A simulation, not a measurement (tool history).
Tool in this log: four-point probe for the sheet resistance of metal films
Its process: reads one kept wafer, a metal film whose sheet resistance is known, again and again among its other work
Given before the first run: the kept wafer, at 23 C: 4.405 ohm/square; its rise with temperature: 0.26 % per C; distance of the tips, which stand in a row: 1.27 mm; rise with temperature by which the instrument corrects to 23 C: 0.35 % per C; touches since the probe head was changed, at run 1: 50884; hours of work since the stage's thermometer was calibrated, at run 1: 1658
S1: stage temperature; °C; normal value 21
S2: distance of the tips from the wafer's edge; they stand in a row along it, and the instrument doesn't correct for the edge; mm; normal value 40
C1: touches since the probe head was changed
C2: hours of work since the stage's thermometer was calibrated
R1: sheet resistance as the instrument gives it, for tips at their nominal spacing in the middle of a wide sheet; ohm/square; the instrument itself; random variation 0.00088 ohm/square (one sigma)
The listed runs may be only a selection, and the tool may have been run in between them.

run,hour,S1,S2,C1,C2,R1
1,0,21,40,50884,1658,4.387172
2,63,21,40,52534,1687,4.386341
3,137.6,21,40,54485,1721,4.385299
4,179.4,21,5,55580,1741,4.529886
5,226.5,21,5,56812,1763,4.529246
6,281.5,21,5,58253,1788,4.527316
7,339.5,21,5,59771,1815,4.527983
8,382.2,21,40,60888,1835,4.382979
9,444.8,21,40,62526,1864,4.382075
10,477.7,21,40,63388,1879,4.381818
11,521.2,21,19,64526,1899,4.390063
12,593.2,21,40,66411,1932,4.381398
13,643.7,21,40,67735,1956,4.380211
14,717.5,21,40,69665,1990,4.37845
15,753.9,21,26,70619,2007,4.382251
16,813.8,21,26,72185,2034,4.382253
17,855.3,21,26,73272,2054,4.380078
18,890.7,21,26,74199,2070,4.382179
19,963,21,26,76093,2103,4.379521
20,1016,21,26,77480,2128,4.380781
# hour 1033: stage's thermometer calibrated
21,1092.2,21,26,79461,27,4.384856
22,1129.4,21,38,80435,45,4.383146
23,1195.2,21,38,82156,75,4.380695
24,1235.5,21,38,83211,94,4.382332
25,1281.5,21,38,84417,115,4.380293
26,1334.9,27,38,85815,140,4.359856
27,1397.7,27,38,87458,169,4.35907
28,1440.8,23,39,88586,189,4.37163
29,1514.2,34,29,90508,223,4.335482
30,1586.2,21,39,92394,256,4.377021
31,1628,26,10,93486,275,4.393395
32,1669.3,26,10,94568,294,4.39465
33,1706.2,26,10,95534,312,4.392726
34,1738.8,22,40,96387,327,4.371164
35,1783.8,22,18,97565,347,4.380963
36,1839,21,15,99010,373,4.388883
37,1914.6,19,8,100988,408,4.440036
38,1969.1,21,8,102417,433,4.431364
39,2043.2,26,30,104355,467,4.356514
40,2099,21,36,105817,493,4.373304
41,2174.6,21,36,107796,528,4.371833
42,2249.3,30,20,109751,563,4.345334
43,2286.4,31,7,110722,580,4.409944
44,2350.7,20,5,112404,610,4.518419
45,2409.4,20,5,113941,637,4.516762
46,2484.5,20,5,115906,672,4.517192

Take each entry between the runs: how does the hidden state at the last listed run before it differ from the hidden state at the first listed run after it?
From run 20 to run 21: stage's thermometer calibrated (hour 1033)
  inner tips' distance over the nominal, %: -0.678 -> -0.691; tips' flats over new ones', %: 58 -> 60; wafer's true temperature over the reading, C: -0.5 -> 0.05
  measured less the result without the state, R1: -0.038207 -> -0.03235 ohm/square

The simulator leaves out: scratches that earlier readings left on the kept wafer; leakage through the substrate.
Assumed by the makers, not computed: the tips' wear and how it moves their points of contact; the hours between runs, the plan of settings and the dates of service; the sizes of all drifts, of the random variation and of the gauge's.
